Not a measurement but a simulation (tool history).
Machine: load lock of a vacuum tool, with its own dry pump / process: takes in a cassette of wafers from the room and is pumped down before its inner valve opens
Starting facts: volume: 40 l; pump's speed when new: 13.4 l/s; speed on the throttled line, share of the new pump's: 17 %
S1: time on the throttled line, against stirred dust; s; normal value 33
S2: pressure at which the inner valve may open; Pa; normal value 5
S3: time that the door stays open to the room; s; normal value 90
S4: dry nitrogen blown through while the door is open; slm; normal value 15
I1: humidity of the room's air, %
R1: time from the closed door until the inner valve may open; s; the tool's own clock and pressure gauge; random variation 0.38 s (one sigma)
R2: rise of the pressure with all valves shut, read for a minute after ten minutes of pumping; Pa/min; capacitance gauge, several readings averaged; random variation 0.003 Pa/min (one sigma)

run 1 hour=0 | S1=33 S2=5 S3=90 S4=15 | I1=46 | R1=57.8 R2=0.16
run 2 hour=136 | S1=33 S2=8 S3=90 S4=15 | I1=45.2 | R1=56.9 R2=0.159
run 3 hour=241.7 | S1=33 S2=8 S3=90 S4=15 | I1=45.9 | R1=55.9 R2=0.171
run 4 hour=306.5 | S1=33 S2=8 S3=90 S4=15 | I1=46.5 | R1=55.8 R2=0.17
run 5 hour=407.5 | S1=33 S2=5 S3=90 S4=15 | I1=45.4 | R1=57.4 R2=0.181
run 6 hour=563.2 | S1=33 S2=5 S3=90 S4=15 | I1=47.6 | R1=58 R2=0.178
run 7 hour=718.7 | S1=27 S2=6 S3=90 S4=15 | I1=45.5 | R1=51.9 R2=0.172
run 8 hour=824.2 | S1=41 S2=9 S3=124 S4=15 | I1=43.4 | R1=62.6 R2=0.189
run 9 hour=934.3 | S1=41 S2=9 S3=124 S4=15 | I1=42.7 | R1=62.4 R2=0.191
run 10 hour=1029.3 | S1=55 S2=4 S3=64 S4=17 | I1=44.1 | R1=77 R2=0.176

Each row is a separate what-if for the run after 10, all from the same tool condition, not one after another. Results?
run A hour=1101.1 | S1=55 S2=9 S3=64 S4=17 | I1=45.4 | R1=? R2=?
run B hour=1101.1 | S1=36 S2=5 S3=36 S4=42 | I1=44.1 | R1=? R2=?
run C hour=1101.1 | S1=41 S2=4 S3=64 S4=17 | I1=48.6 | R1=? R2=?
run D hour=1101.1 | S1=33 S2=8 S3=25 S4=15 | I1=42.6 | R1=? R2=?
run E hour=1101.1 | S1=43 S2=8 S3=90 S4=5 | I1=48.2 | R1=? R2=?

run=A R1=74.2 R2=0.184
run=B R1=60.4 R2=0.167
run=C R1=64.8 R2=0.191
run=D R1=56.6 R2=0.172
run=E R1=64.9 R2=0.208
Had the tool no hidden state, the same runs would have come out as:
run=A R1=73.8 R2=0.042
run=B R1=59.9 R2=0.024
run=C R1=64.3 R2=0.048
run=D R1=56.1 R2=0.032
run=E R1=64.5 R2=0.067

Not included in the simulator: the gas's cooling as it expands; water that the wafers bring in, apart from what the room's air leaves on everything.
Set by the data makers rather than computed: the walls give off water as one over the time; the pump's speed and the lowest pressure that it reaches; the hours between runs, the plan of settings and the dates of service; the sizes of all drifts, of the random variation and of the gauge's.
